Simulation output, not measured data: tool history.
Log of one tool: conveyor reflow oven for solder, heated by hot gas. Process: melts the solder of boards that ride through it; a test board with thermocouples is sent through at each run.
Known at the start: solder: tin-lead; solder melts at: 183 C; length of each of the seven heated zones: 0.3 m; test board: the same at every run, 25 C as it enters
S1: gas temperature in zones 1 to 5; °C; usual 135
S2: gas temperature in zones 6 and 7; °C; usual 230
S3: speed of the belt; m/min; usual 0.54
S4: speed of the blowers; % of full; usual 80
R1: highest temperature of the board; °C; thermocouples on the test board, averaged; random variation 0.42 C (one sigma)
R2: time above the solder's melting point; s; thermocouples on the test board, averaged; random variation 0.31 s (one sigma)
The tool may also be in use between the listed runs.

{"run": 1, "hour": 0.0, "S1": 135, "S2": 230, "S3": 0.54, "S4": 80, "R1": 217.5, "R2": 49.7}
{"run": 2, "hour": 32.6, "S1": 135, "S2": 230, "S3": 0.54, "S4": 80, "R1": 217.6, "R2": 49.8}
{"run": 3, "hour": 76.9, "S1": 135, "S2": 230, "S3": 0.54, "S4": 80, "R1": 217.7, "R2": 49.7}
{"run": 4, "hour": 133.1, "S1": 135, "S2": 230, "S3": 0.54, "S4": 80, "R1": 217, "R2": 50.5}
{"run": 5, "hour": 178.8, "S1": 135, "S2": 230, "S3": 0.54, "S4": 80, "R1": 217.9, "R2": 50}
{"run": 6, "hour": 219.4, "S1": 135, "S2": 230, "S3": 0.54, "S4": 80, "R1": 217.2, "R2": 50.4}
{"run": 7, "hour": 264.4, "S1": 135, "S2": 230, "S3": 0.583, "S4": 80, "R1": 215.1, "R2": 44.7}
{"run": 8, "hour": 295.5, "S1": 135, "S2": 230, "S3": 0.54, "S4": 80, "R1": 217.3, "R2": 50}
{"run": 9, "hour": 328.3, "S1": 135, "S2": 230, "S3": 0.54, "S4": 80, "R1": 216.9, "R2": 50.2}
{"run": 10, "hour": 371.9, "S1": 135, "S2": 230, "S3": 0.54, "S4": 80, "R1": 217.6, "R2": 49.7}
{"run": 11, "hour": 395.8, "S1": 135, "S2": 230, "S3": 0.54, "S4": 80, "R1": 217.4, "R2": 49.9}
{"run": 12, "hour": 450.0, "S1": 135, "S2": 230, "S3": 0.54, "S4": 80, "R1": 217.9, "R2": 50.3}
{"run": 13, "hour": 485.1, "S1": 135, "S2": 230, "S3": 0.54, "S4": 80, "R1": 216.7, "R2": 49.6}
{"run": 14, "hour": 535.4, "S1": 135, "S2": 230, "S3": 0.54, "S4": 80, "R1": 218.2, "R2": 50.2}
{"run": 15, "hour": 568.6, "S1": 135, "S2": 230, "S3": 0.54, "S4": 80, "R1": 216.6, "R2": 50.2}
{"hour": 590.9, "done": "flux residue cleaned out of gas plates and filters"}
{"run": 16, "hour": 620.8, "S1": 135, "S2": 230, "S3": 0.617, "S4": 80, "R1": 212.8, "R2": 41.2}
{"hour": 642.2, "done": "thermocouples of zones 6 and 7 changed"}
{"run": 17, "hour": 651.0, "S1": 140, "S2": 229, "S3": 0.54, "S4": 80, "R1": 217.5, "R2": 51.6}
{"run": 18, "hour": 683.5, "S1": 135, "S2": 232, "S3": 0.479, "S4": 80, "R1": 222.5, "R2": 60.8}
{"run": 19, "hour": 725.7, "S1": 146, "S2": 236, "S3": 0.54, "S4": 80, "R1": 224.7, "R2": 57.2}
{"run": 20, "hour": 768.8, "S1": 146, "S2": 236, "S3": 0.54, "S4": 80, "R1": 224, "R2": 56.8}
{"run": 21, "hour": 821.5, "S1": 146, "S2": 236, "S3": 0.54, "S4": 80, "R1": 224.2, "R2": 57}
{"run": 22, "hour": 872.4, "S1": 146, "S2": 236, "S3": 0.54, "S4": 80, "R1": 224.7, "R2": 57.1}
{"run": 23, "hour": 918.1, "S1": 134, "S2": 223, "S3": 0.453, "S4": 80, "R1": 215.8, "R2": 59.7}
{"run": 24, "hour": 970.5, "S1": 134, "S2": 223, "S3": 0.453, "S4": 80, "R1": 215.7, "R2": 58.8}
{"run": 25, "hour": 1005.1, "S1": 126, "S2": 227, "S3": 0.54, "S4": 80, "R1": 213.6, "R2": 45.1}
{"run": 26, "hour": 1029.9, "S1": 121, "S2": 230, "S3": 0.54, "S4": 80, "R1": 215.5, "R2": 45.1}
{"run": 27, "hour": 1070.2, "S1": 121, "S2": 224, "S3": 0.54, "S4": 80, "R1": 209.7, "R2": 40.9}
{"run": 28, "hour": 1116.9, "S1": 143, "S2": 230, "S3": 0.502, "S4": 80, "R1": 220.4, "R2": 59.1}
{"run": 29, "hour": 1173.0, "S1": 140, "S2": 244, "S3": 0.54, "S4": 80, "R1": 230.7, "R2": 57.6}
{"hour": 1220.0, "done": "flux residue cleaned out of gas plates and filters"}
{"run": 30, "hour": 1225.6, "S1": 140, "S2": 245, "S3": 0.54, "S4": 86, "R1": 231.9, "R2": 58.8}

Forecast each of these 4 alternatives for the next run:
{"hour": 1251.8, "done": "belt drive overhauled, speed set with a stopwatch"}
{"run": "A", "hour": 1261.3, "S1": 139, "S2": 244, "S3": 0.54, "S4": 79, "R1": "?", "R2": "?"}
{"hour": 1251.8, "done": "belt drive overhauled, speed set with a stopwatch"}
{"run": "B", "hour": 1261.3, "S1": 133, "S2": 245, "S3": 0.49, "S4": 86, "R1": "?", "R2": "?"}
{"hour": 1251.8, "done": "belt drive overhauled, speed set with a stopwatch"}
{"run": "C", "hour": 1261.3, "S1": 126, "S2": 226, "S3": 0.5, "S4": 86, "R1": "?", "R2": "?"}
{"hour": 1251.8, "done": "belt drive overhauled, speed set with a stopwatch"}
{"run": "D", "hour": 1261.3, "S1": 140, "S2": 245, "S3": 0.54, "S4": 57, "R1": "?", "R2": "?"}

run=A R1=230.1 R2=58.4
run=B R1=233.8 R2=64.1
run=C R1=215.4 R2=51
run=D R1=227.3 R2=56.4
Without the tool's hidden state the same runs would have given:
run=A R1=230.2 R2=58.4
run=B R1=233.9 R2=64.1
run=C R1=215.5 R2=51.1
run=D R1=227.4 R2=56.5

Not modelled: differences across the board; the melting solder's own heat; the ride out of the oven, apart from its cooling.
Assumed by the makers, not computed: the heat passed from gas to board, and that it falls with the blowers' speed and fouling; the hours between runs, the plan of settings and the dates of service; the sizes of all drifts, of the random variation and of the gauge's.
